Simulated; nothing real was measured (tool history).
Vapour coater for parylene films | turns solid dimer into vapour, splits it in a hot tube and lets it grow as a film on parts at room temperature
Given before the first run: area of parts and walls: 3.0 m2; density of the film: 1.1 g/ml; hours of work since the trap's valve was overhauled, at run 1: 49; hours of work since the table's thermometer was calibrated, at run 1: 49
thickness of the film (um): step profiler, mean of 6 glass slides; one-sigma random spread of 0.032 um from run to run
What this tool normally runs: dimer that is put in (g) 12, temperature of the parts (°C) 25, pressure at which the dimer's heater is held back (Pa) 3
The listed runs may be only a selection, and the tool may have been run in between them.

| run | hour | dimer that is put in (g) | temperature of the parts (°C) | pressure at which the dimer's heater is held back (Pa) | hours of work since the trap's valve was overhauled | hours of work since the table's thermometer was calibrated | thickness of the film (um) |
|---|---|---|---|---|---|---|---|
| 1 | 0 | 12 | 25 | 3 | 49 | 49 | 3.07 |
| 2 | 16.6 | 12 | 25 | 3 | 56 | 56 | 3.06 |
| 3 | 42.6 | 12 | 25 | 3 | 67 | 67 | 3.02 |
| 4 | 69.2 | 12 | 22 | 3 | 79 | 79 | 3.36 |
| 5 | 92.9 | 12 | 22 | 3 | 89 | 89 | 3.2 |
| 6 | 127.7 | 12 | 22 | 3 | 104 | 104 | 3.19 |
| 7 | 148.8 | 12 | 25 | 3 | 114 | 114 | 2.87 |
| 8 | 167.1 | 12 | 25 | 3 | 122 | 122 | 2.91 |
| 9 | 183 | 11 | 25 | 3 | 129 | 129 | 2.65 |
| 10 | 217.9 | 11 | 25 | 3 | 144 | 144 | 2.63 |
| 11 | 233.6 | 11 | 25 | 3 | 151 | 151 | 2.56 |
| 12 | 249.5 | 11 | 25 | 3 | 158 | 158 | 2.63 |
| 13 | 275.7 | 11 | 25 | 3 | 169 | 169 | 2.62 |
| 14 | 297.4 | 11 | 25 | 3 | 179 | 179 | 2.54 |
| 15 | 328.2 | 12 | 25 | 5.33 | 192 | 192 | 2.47 |
|  | 354.3 | trap's valve overhauled |
| 16 | 369.2 | 12 | 28 | 5.33 | 7 | 208 | 2.56 |
| 17 | 385.8 | 12 | 28 | 5.33 | 14 | 215 | 2.52 |
| 18 | 415.8 | 12 | 25 | 3 | 27 | 229 | 3.08 |
| 19 | 435 | 12 | 25 | 3 | 35 | 237 | 3.1 |
| 20 | 463.5 | 12 | 25 | 3 | 48 | 249 | 3.03 |
| 21 | 487.2 | 12 | 25 | 3 | 58 | 260 | 3.06 |
| 22 | 515.6 | 7 | 25 | 3 | 70 | 272 | 1.74 |
| 23 | 545.7 | 10 | 25 | 2.49 | 84 | 285 | 2.54 |
| 24 | 568.6 | 11 | 21 | 2.82 | 94 | 295 | 3.05 |
| 25 | 584.6 | 11 | 21 | 2.82 | 101 | 302 | 3.04 |
| 26 | 604 | 6 | 20 | 4.51 | 109 | 311 | 1.56 |
| 27 | 637.9 | 10 | 26 | 2.33 | 124 | 326 | 2.48 |
| 28 | 655.5 | 10 | 26 | 2.33 | 132 | 333 | 2.45 |
| 29 | 680.2 | 10 | 26 | 4.35 | 142 | 344 | 2.16 |
| 30 | 713.2 | 16 | 34 | 4.35 | 157 | 358 | 2.63 |
| 31 | 737.2 | 16 | 34 | 4.35 | 167 | 369 | 2.61 |
| 32 | 770.1 | 6 | 32 | 4.29 | 182 | 383 | 0.99 |
| 33 | 793.1 | 13 | 28 | 5.91 | 192 | 393 | 2.34 |
|  | 821.3 | trap's valve overhauled |
| 34 | 829.3 | 13 | 28 | 5.91 | 3 | 407 | 2.7 |
| 35 | 850.6 | 13 | 28 | 5.91 | 13 | 417 | 2.67 |
| 36 | 879.6 | 11 | 28 | 5.91 | 25 | 429 | 2.24 |
| 37 | 910.4 | 12 | 36 | 3 | 39 | 443 | 2.16 |
| 38 | 935.8 | 8 | 28 | 7.96 | 50 | 454 | 1.48 |
| 39 | 966 | 10 | 30 | 9.63 | 63 | 467 | 1.69 |
| 40 | 1003.4 | 11 | 26 | 7.82 | 80 | 484 | 2.12 |

Results per run with the tool's hidden condition removed, run-to-run variation unchanged:
Hidden state at play: vapour lost through the trap's worn valve, %; true temperature of the parts over the reading, C; drift of the gauge itself on film_um, %.
| run | thickness of the film (um) |
|---|---|
| 1 | 3.21 |
| 2 | 3.22 |
| 3 | 3.21 |
| 4 | 3.59 |
| 5 | 3.45 |
| 6 | 3.48 |
| 7 | 3.16 |
| 8 | 3.21 |
| 9 | 2.94 |
| 10 | 2.94 |
| 11 | 2.89 |
| 12 | 2.98 |
| 13 | 2.99 |
| 14 | 2.93 |
| 15 | 2.87 |
| 16 | 2.6 |
| 17 | 2.58 |
| 18 | 3.18 |
| 19 | 3.21 |
| 20 | 3.17 |
| 21 | 3.23 |
| 22 | 1.85 |
| 23 | 2.73 |
| 24 | 3.28 |
| 25 | 3.28 |
| 26 | 1.7 |
| 27 | 2.75 |
| 28 | 2.73 |
| 29 | 2.43 |
| 30 | 2.99 |
| 31 | 2.98 |
| 32 | 1.16 |
| 33 | 2.73 |
| 34 | 2.75 |
| 35 | 2.73 |
| 36 | 2.31 |
| 37 | 2.26 |
| 38 | 1.56 |
| 39 | 1.79 |
| 40 | 2.28 |
